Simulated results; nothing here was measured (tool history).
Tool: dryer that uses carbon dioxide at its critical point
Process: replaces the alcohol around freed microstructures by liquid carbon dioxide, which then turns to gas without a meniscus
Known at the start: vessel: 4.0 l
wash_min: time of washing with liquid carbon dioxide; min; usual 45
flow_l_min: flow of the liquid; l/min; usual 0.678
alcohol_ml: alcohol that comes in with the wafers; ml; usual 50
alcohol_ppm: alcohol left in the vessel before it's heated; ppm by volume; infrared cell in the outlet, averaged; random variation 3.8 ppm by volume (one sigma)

| run | hour | wash_min | flow_l_min | alcohol_ml | alcohol_ppm |
|---|---|---|---|---|---|
| 1 | 0.0 | 45 | 0.678 | 50 | 67 |
| 2 | 34.6 | 45 | 0.678 | 50 | 64 |
| 3 | 74.5 | 45 | 0.678 | 50 | 59 |
| 4 | 111.2 | 45 | 0.678 | 50 | 71 |
| 5 | 148.7 | 45 | 0.678 | 50 | 75 |
| 6 | 177.9 | 45 | 0.678 | 50 | 79 |
| 7 | 217.8 | 45 | 0.678 | 50 | 80 |
| 8 | 250.0 | 45 | 0.678 | 50 | 83 |
| 9 | 291.8 | 45 | 0.678 | 87 | 137 |
| 10 | 331.9 | 45 | 0.678 | 87 | 139 |
| 11 | 357.7 | 45 | 0.678 | 87 | 139 |
| 12 | 400.2 | 45 | 1.061 | 23 | 14 |
| 13 | 427.6 | 45 | 1.061 | 23 | 28 |
| 14 | 456.4 | 45 | 0.720 | 50 | 72 |
|  | 488.1 | inlet filter changed |
| 15 | 493.9 | 45 | 0.720 | 50 | 59 |

5 ways to go on from here, each from the tool as it stands after run 15. What would each give?
| A | 532.7 | 66 | 0.720 | 50 | ? |
| B | 532.7 | 59 | 0.854 | 50 | ? |
| C | 532.7 | 54 | 0.645 | 95 | ? |
| D | 532.7 | 61 | 0.457 | 73 | ? |
| E | 532.7 | 66 | 0.725 | 21 | ? |

| run | alcohol_ppm |
|---|---|
| A | 23 |
| B | 28 |
| C | 59 |
| D | 148 |
| E | 24 |
Without the tool's hidden state the same runs would have given:
| run | alcohol_ppm |
|---|---|
| A | 3 |
| B | 8 |
| C | 37 |
| D | 122 |
| E | 4 |
